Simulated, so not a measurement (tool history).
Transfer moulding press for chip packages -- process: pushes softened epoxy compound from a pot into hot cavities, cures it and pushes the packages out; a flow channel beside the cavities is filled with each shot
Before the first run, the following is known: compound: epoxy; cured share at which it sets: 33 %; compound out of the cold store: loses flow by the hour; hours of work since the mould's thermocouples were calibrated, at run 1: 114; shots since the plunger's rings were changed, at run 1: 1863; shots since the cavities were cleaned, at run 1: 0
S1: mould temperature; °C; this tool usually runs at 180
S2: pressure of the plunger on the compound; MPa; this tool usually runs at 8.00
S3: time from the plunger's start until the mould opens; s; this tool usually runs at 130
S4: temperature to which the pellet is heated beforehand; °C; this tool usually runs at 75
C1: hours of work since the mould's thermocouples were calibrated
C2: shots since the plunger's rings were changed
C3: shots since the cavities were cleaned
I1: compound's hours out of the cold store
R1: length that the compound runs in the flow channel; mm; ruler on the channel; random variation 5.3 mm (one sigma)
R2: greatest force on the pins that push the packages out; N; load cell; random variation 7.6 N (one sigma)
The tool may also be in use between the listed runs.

run    hour   S1    S2   S3  S4   C1    C2    C3    I1   R1   R2
  1     0.0  180  8.00  130  75  114  1863     0  11.1  693  323
  2    65.2  180  8.00  130  75  162  2586   723  42.9  624  525
  3    92.3  180  8.00  130  75  182  2887  1024  38.4  637  548
      103.5  -- cavities cleaned with cleaning compound and waxed
  4   128.1  180  8.00  130  65  207  3269   274  45.7  626  726
  5   171.7  180  8.00  130  65  239  3752   757  18.8  660  700
      207.7  -- cavities cleaned with cleaning compound and waxed
  6   214.6  180  8.00  130  75  270  4212    77  16.8  662  367
  7   249.6  180  8.00  130  75  295  4600   465   9.4  668  485
      273.6  -- cavities cleaned with cleaning compound and waxed, once more
  8   298.2  180  8.00  130  75  330  5122   272  11.9  649  436
  9   335.9  180  8.00  130  75  357  5541   691  43.4  604  503
      378.3  -- cavities cleaned with cleaning compound and waxed
 10   388.3  176  8.00  130  75  395  6106   110  21.5  640  488
      443.8  -- plunger's sealing rings changed
 11   449.3  176  8.00  130  75  438    60   759  41.3  662  697
      483.5  -- cavities cleaned with cleaning compound and waxed
 12   508.9  176  8.00  130  75  480   705   282  18.4  697  540
 13   568.7  176  8.00  130  75  524  1369   946  17.0  694  695
      587.3  -- cavities cleaned with cleaning compound and waxed
 14   604.4  176  8.00  130  75  549  1749   190  44.1  648  502
 15   648.0  176  8.92  116  66  581  2232   673  16.3  729  885
      690.4  -- cavities cleaned with cleaning compound and waxed
 16   691.5  184  8.45  139  66  612  2699    13  38.4  652  279
 17   754.9  180  8.00  146  72  659  3402   716  34.1  635  463
      795.3  -- cavities cleaned with cleaning compound and waxed
 18   816.4  180  9.75  128  72  703  4068   234  12.7  745  453
 19   873.4  178  7.13  140  81  744  4701   867  22.1  615  546
      899.8  -- cavities cleaned with cleaning compound and waxed
 20   902.4  180  8.00  130  69  765  5007    30  38.4  617  346
 21   955.9  180  8.00  167  75  804  5600   623  38.1  613  429
     1003.6  -- cavities cleaned with cleaning compound and waxed
 22  1023.1  180  8.00  167  75  852  6330   217  22.6  630  343
     1059.1  -- plunger's sealing rings changed
 23  1067.8  182  9.89  164  72  883    97   685  34.5  732  426
     1092.3  -- mould's thermocouples calibrated
 24  1108.6  180  8.00  130  72   12   528  1116  39.3  655  570
     1115.5  -- cavities cleaned with cleaning compound and waxed
 25  1147.7  180  9.08  162  75   40   944   357  13.4  744  391
 26  1204.3  176  6.69  153  75   81  1573   986  19.5  628  518
     1220.2  -- cavities cleaned with cleaning compound and waxed
 27  1258.2  176  6.76  153  75  120  2155   423  35.8  604  418

Branching from run 27: 5 alternative next runs. What would each branch give?
  A  1301.3  184  6.76  153  75  151  2633  901  21.7   ?   ?
  B  1301.3  172  6.67  153  69  151  2633  901  27.1   ?   ?
  C  1301.3  185  9.06  153  73  151  2633  901  35.0   ?   ?
  D  1301.3  180  6.49  130  81  151  2633  901  19.3   ?   ?
  E  1301.3  185  9.26  154  75  151  2633  901  29.0   ?   ?

run   R1   R2
  A  600  460
  B  616  660
  C  666  458
  D  599  550
  E  683  448
Without the tool's unlogged condition, the same runs would have read:
run   R1   R2
  A  624  268
  B  640  382
  C  692  268
  D  622  321
  E  710  262
